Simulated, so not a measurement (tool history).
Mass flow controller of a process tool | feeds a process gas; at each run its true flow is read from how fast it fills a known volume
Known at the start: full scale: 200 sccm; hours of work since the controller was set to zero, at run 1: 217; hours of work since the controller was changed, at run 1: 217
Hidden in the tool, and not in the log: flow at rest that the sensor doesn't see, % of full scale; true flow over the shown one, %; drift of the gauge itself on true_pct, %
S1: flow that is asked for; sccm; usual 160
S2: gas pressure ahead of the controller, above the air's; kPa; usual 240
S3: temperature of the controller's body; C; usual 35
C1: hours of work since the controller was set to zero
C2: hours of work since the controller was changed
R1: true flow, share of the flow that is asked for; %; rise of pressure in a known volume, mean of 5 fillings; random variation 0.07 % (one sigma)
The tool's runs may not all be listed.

Run 1, hour 0: usual settings; C1 217; C2 217. Result: R1 98.74 %.
Run 2, hour 342: usual settings; C1 367; C2 367. Result: R1 98.84 %.
Run 3, hour 608: usual settings; C1 484; C2 484. Result: R1 98.76 %.
Run 4, hour 906.5: usual settings; C1 615; C2 615. Result: R1 98.72 %.
Run 5, hour 1359.1: usual settings; C1 813; C2 813. Result: R1 98.81 %.
Run 6, hour 1640.1: usual settings; C1 937; C2 937. Result: R1 98.74 %.
Run 7, hour 1893.5: usual settings; C1 1048; C2 1048. Result: R1 98.75 %.
Run 8, hour 2331.8: usual settings; C1 1240; C2 1240. Result: R1 98.87 %.
Run 9, hour 2770.3: usual settings; C1 1433; C2 1433. Result: R1 98.76 %.
Run 10, hour 3243.2: usual settings; C1 1640; C2 1640. Result: R1 98.72 %.
Run 11, hour 3608.6: usual settings; C1 1800; C2 1800. Result: R1 98.9 %.
Run 12, hour 3852.7: usual settings but S1 24 sccm, S2 198 kPa; C1 1907; C2 1907. Result: R1 94.69 %.
At hour 3885.8: controller's zero set anew.
Run 13, hour 4320.7: usual settings but S1 24 sccm, S2 158 kPa, S3 39 C; C1 191; C2 2113. Result: R1 92.58 %.
Run 14, hour 4764.4: usual settings but S1 24 sccm, S2 158 kPa, S3 39 C; C1 386; C2 2307. Result: R1 92.49 %.
Run 15, hour 5169.1: usual settings but S1 56 sccm, S2 158 kPa, S3 39 C; C1 563; C2 2485. Result: R1 95.49 %.
Run 16, hour 5577.7: usual settings but S2 159 kPa, S3 32 C; C1 742; C2 2664. Result: R1 98.72 %.
Run 17, hour 5806.5: usual settings but S2 159 kPa, S3 32 C; C1 843; C2 2765. Result: R1 98.88 %.
Run 18, hour 6058: usual settings but S1 46 sccm, S2 229 kPa, S3 32 C; C1 953; C2 2875. Result: R1 95.19 %.
At hour 6307.9: controller's zero set anew, once more.
Run 19, hour 6360.7: usual settings but S1 46 sccm, S2 229 kPa, S3 32 C; C1 23; C2 3007. Result: R1 97.87 %.
Run 20, hour 6645.3: usual settings but S1 46 sccm, S2 229 kPa, S3 32 C; C1 148; C2 3132. Result: R1 97.73 %.
Run 21, hour 7105.5: usual settings but S1 77 sccm, S2 229 kPa, S3 32 C; C1 350; C2 3334. Result: R1 98.27 %.

Forecast each of these 5 alternatives for the next run:
Run A, hour 7444.2: usual settings but S3 23 C; C1 499; C2 3483. Result: R1 ?.
Run B, hour 7444.2: usual settings but S1 77 sccm, S2 243 kPa, S3 29 C; C1 499; C2 3483. Result: R1 ?.
Run C, hour 7444.2: usual settings but S3 37 C; C1 499; C2 3483. Result: R1 ?.
Run D, hour 7444.2: usual settings but S1 107 sccm, S2 224 kPa, S3 26 C; C1 499; C2 3483. Result: R1 ?.
Run E, hour 7444.2: usual settings but S1 43 sccm, S2 145 kPa, S3 21 C; C1 499; C2 3483. Result: R1 ?.

run      R1
  A  100.31
  B   98.49
  C   99.26
  D   99.28
  E   98.37
Without the tool's hidden state the same runs would have given:
run     R1
  A  99.61
  B   97.9
  C  98.56
  D  98.63
  E  97.94
